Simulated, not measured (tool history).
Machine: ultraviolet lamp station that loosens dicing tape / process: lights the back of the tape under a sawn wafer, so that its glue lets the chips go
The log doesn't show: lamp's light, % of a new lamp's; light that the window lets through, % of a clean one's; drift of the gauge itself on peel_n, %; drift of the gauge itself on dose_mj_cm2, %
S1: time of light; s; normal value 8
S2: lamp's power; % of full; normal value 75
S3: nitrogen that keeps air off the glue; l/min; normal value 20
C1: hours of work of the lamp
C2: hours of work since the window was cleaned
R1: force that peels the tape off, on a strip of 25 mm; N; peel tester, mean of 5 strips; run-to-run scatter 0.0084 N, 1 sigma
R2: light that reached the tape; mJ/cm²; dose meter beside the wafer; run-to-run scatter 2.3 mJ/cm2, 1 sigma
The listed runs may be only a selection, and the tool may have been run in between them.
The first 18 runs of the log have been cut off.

run 19 hour=138.3 | S1=8 S2=83 S3=20 | C1=303 C2=60 | R1=0.344 R2=243
run 20 hour=147 | S1=5 S2=75 S3=20 | C1=310 C2=67 | R1=1.045 R2=137
run 21 hour=153.6 | S1=11 S2=62 S3=21 | C1=315 C2=72 | R1=0.304 R2=250
run 22 hour=160.8 | S1=8 S2=65 S3=14 | C1=320 C2=77 | R1=0.755 R2=185
run 23 hour=168.6 | S1=13 S2=98 S3=14 | C1=326 C2=83 | R1=0.197 R2=453
run 24 hour=175.6 | S1=6 S2=69 S3=20 | C1=331 C2=88 | R1=0.895 R2=149
run 25 hour=179.7 | S1=6 S2=77 S3=20 | C1=334 C2=91 | R1=0.723 R2=168
run 26 hour=185.7 | S1=6 S2=77 S3=20 | C1=339 C2=96 | R1=0.699 R2=167
run 27 hour=192.2 | S1=6 S2=77 S3=20 | C1=344 C2=101 | R1=0.707 R2=168
run 28 hour=200.1 | S1=6 S2=68 S3=9 | C1=350 C2=107 | R1=1.704 R2=146
run 29 hour=208.9 | S1=6 S2=68 S3=9 | C1=356 C2=113 | R1=1.64 R2=149
run 30 hour=214.7 | S1=6 S2=68 S3=9 | C1=361 C2=118 | R1=1.726 R2=144
run 31 hour=219.2 | S1=8 S2=75 S3=6 | C1=364 C2=121 | R1=1.177 R2=213
run 32 hour=226.9 | S1=14 S2=75 S3=21 | C1=370 C2=127 | R1=0.203 R2=369
run 33 hour=231 | S1=14 S2=96 S3=21 | C1=373 C2=130 | R1=0.191 R2=483

Expected results for the next run?
run 34 hour=236.8 | S1=8 S2=75 S3=30 | C1=377 C2=134 | R1=? R2=?

{"run 34": {"R1": 0.315, "R2": 213}}
Had the tool carried no hidden state, the very same run would have given R1 0.258 N, R2 242 mJ/cm².
